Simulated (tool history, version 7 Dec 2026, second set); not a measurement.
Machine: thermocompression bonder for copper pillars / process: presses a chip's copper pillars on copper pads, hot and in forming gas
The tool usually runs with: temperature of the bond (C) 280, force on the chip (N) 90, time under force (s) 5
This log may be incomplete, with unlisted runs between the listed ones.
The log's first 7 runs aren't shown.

run,day,temperature of the bond (C),force on the chip (N),time under force (s),hours of work since the heater was calibrated,hours of work since the force cell was calibrated,hours of work since the gas filter was changed,force that shears a chip off (N)
8,21.717,280,90,4,1279,91,246,32.6
# day 22.975: forming gas filter changed
9,24.467,280,90,4,1324,136,25,33.1
# day 24.833: heater calibrated with a thermocouple chip
10,27.954,280,90,4,52,193,81,35.1
11,30.588,280,90,4,95,236,125,34.9
12,33.254,280,90,5,140,281,169,38.6
13,35.979,280,77,5,185,326,214,35
14,38.642,280,77,5,229,370,259,32.1
# day 38.875: forming gas filter changed
15,41.558,275,90,5,277,418,45,35.6
16,44.475,280,79,5,326,467,93,34.7
17,46.5,280,71,5,359,500,127,30.8
18,50.225,280,56,5,421,562,188,25.5
19,52.221,280,90,5,454,595,221,36.2
# day 54.738: forming gas filter changed
20,56.212,271,90,5,520,661,24,31.4

What does the tool deliver on the next run?
21,57.908,280,90,10,548,689,53,?

Run 21 measured force that shears a chip off (N) 47.2.
Without the tool's hidden state the same run would have given force that shears a chip off (N) 53.5.

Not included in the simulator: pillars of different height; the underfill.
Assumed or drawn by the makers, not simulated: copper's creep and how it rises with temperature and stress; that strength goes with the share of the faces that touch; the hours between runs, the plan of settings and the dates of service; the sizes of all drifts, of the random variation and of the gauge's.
